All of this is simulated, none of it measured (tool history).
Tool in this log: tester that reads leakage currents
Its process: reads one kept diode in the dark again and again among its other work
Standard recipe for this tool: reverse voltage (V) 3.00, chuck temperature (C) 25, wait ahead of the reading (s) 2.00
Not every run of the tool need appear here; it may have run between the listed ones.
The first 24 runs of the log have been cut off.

run,day,reverse voltage (V),chuck temperature (C),wait ahead of the reading (s),hours of work since the probe card was cleaned,hours of work since the tester was calibrated,hours of work since the chuck was calibrated,current that the tester gives (pA)
25,21.450,3.00,34,2.00,1626,62,225,297.74
26,21.979,1.91,25,2.69,1631,67,230,108.76
# day 22.154: tester calibrated, once more
27,23.325,2.44,27,2.69,1644,12,243,145.36
28,24.488,2.14,53,1.05,1656,24,255,1130.07
29,25.629,5.19,53,6.03,1668,35,266,1748.24
30,26.942,1.18,59,4.10,1681,49,280,1298.27
31,27.933,4.20,59,0.40,1691,59,290,2436.49
32,29.212,3.72,37,1.00,1704,72,303,415.64
33,30.321,6.81,25,4.69,1715,83,314,201.89

Run 34 is up next; what results do you expect?
34,30.929,1.43,25,4.69,1721,89,320,?

{"run 34": {"current that the tester gives (pA)": 91.0}}
With no hidden state in the tool, this same run would have given current that the tester gives (pA) 99.70.
